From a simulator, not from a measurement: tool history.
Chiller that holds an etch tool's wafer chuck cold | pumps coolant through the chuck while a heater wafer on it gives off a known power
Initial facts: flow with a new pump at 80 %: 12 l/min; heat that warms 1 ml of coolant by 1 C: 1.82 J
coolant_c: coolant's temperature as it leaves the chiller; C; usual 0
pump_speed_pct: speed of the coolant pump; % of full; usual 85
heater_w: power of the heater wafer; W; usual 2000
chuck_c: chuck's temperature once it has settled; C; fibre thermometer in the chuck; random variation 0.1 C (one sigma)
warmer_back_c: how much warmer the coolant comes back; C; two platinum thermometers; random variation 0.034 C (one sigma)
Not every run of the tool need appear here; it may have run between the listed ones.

| run | hour | coolant_c | pump_speed_pct | heater_w | chuck_c | warmer_back_c |
|---|---|---|---|---|---|---|
| 1 | 0 | 0 | 85 | 2000 | 15 | 5.15 |
| 2 | 127.9 | 0 | 85 | 2000 | 15.1 | 5.24 |
| 3 | 234.6 | 0 | 83 | 2000 | 15.3 | 5.29 |
| 4 | 368.5 | 7 | 85 | 2000 | 22.2 | 5.2 |
| 5 | 474 | 7 | 85 | 2000 | 22.4 | 5.2 |
| 6 | 535.2 | 7 | 85 | 2000 | 22.3 | 5.28 |
| 7 | 641.9 | 7 | 85 | 2000 | 22.4 | 5.23 |
| 8 | 771.7 | 0 | 88 | 2000 | 15.1 | 4.99 |
| 9 | 843.8 | 0 | 88 | 2000 | 15.2 | 5.13 |
| 10 | 927.8 | 0 | 85 | 2000 | 15.5 | 5.33 |
| 11 | 1042 | 0 | 85 | 2000 | 15.3 | 5.29 |
| 12 | 1188.2 | 0 | 62 | 2000 | 19.2 | 7.43 |
| 13 | 1299.9 | 0 | 62 | 2000 | 19.1 | 7.44 |
| 14 | 1388.6 | 0 | 62 | 2000 | 19.2 | 7.44 |
| 15 | 1496.4 | 0 | 62 | 2000 | 19.4 | 7.47 |
| 16 | 1564.4 | 0 | 62 | 2000 | 19.2 | 7.43 |
| 17 | 1629.8 | 4 | 86 | 2000 | 19.5 | 5.26 |
| 18 | 1754 | 0 | 84 | 2000 | 15.8 | 5.46 |
| 19 | 1818.1 | 2 | 63 | 2000 | 21.2 | 7.4 |

Consider 5 possible next runs. They are alternatives, not a sequence: every one starts from the tool as it was left by run 19. What does each give?
| A | 1891.5 | -9 | 73 | 2000 | ? | ? |
| B | 1891.5 | -1 | 63 | 2000 | ? | ? |
| C | 1891.5 | -2 | 99 | 2000 | ? | ? |
| D | 1891.5 | 6 | 63 | 2263 | ? | ? |
| E | 1891.5 | -2 | 85 | 2000 | ? | ? |

| run | chuck_c | warmer_back_c |
|---|---|---|
| A | 8.5 | 6.32 |
| B | 18.2 | 7.32 |
| C | 12.5 | 4.52 |
| D | 27.7 | 8.29 |
| E | 13.8 | 5.34 |
Take away the tool's hidden state, keep each run's random variation, and the runs would have read:
| run | chuck_c | warmer_back_c |
|---|---|---|
| A | 6.9 | 6.09 |
| B | 16.4 | 7.05 |
| C | 11.1 | 4.35 |
| D | 25.7 | 7.98 |
| E | 12.3 | 5.15 |

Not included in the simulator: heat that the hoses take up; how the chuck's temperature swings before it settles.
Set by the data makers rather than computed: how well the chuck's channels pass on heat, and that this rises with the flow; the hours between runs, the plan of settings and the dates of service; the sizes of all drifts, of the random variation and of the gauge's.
